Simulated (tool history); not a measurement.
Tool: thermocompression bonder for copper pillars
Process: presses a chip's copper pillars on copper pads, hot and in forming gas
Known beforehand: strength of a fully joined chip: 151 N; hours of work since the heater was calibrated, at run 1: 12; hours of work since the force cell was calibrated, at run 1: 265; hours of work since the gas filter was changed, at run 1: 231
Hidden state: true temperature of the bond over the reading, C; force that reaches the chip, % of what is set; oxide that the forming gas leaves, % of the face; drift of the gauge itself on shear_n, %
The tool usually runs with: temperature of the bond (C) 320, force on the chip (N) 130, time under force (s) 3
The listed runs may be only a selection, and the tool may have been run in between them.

run	hour	temperature of the bond (C)	force on the chip (N)	time under force (s)	hours of work since the heater was calibrated	hours of work since the force cell was calibrated	hours of work since the gas filter was changed	force that shears a chip off (N)
1	0.0	320	130	3	12	265	231	82.5
2	12.5	320	130	3	18	271	237	82.5
3	24.5	320	130	3	24	277	243	82.7
4	37.7	320	130	3	30	284	249	82.5
5	51.2	320	130	3	37	290	256	82.5
6	59.7	320	130	3	41	295	260	82.3
7	67.1	320	139	3	45	298	264	84.9
8	72.8	329	130	3	48	301	267	87.8
9	85.4	329	130	3	54	307	273	87.7
10	94.5	329	130	3	59	312	278	87.5
11	102.4	343	192	2	63	316	282	101.1
12	115.8	320	130	2	69	322	288	72.1
13	125.0	299	82	3	74	327	293	52.9
14	136.2	299	82	3	79	333	298	53.0
15	148.5	329	100	3	85	339	304	76.6
16	161.4	329	100	3	92	345	311	76.5
17	172.6	320	119	3	97	351	316	78.5
18	179.6	321	171	3	101	354	320	94.3
19	187.9	327	153	2	105	358	324	82.5
20	197.0	335	91	2	109	363	328	66.0

Selected run-to-run steps in force that shears a chip off (N), each split into two signed amounts: the part the tool would show with no hidden state at all (from settings, incoming material and random variation), and the remainder, which goes to the hidden state together with any gauge scatter not common to the measured and the hidden-state-free results:
Run 11 -> 12: temperature of the bond (C) 343 -> 320, force on the chip (N) 192 -> 130. force that shears a chip off (N) -29.0: hidden state +1.1, all else -30.1.
Run 14 -> 15: temperature of the bond (C) 299 -> 329, force on the chip (N) 82 -> 100. force that shears a chip off (N) +23.6: hidden state -0.8, all else +24.4.
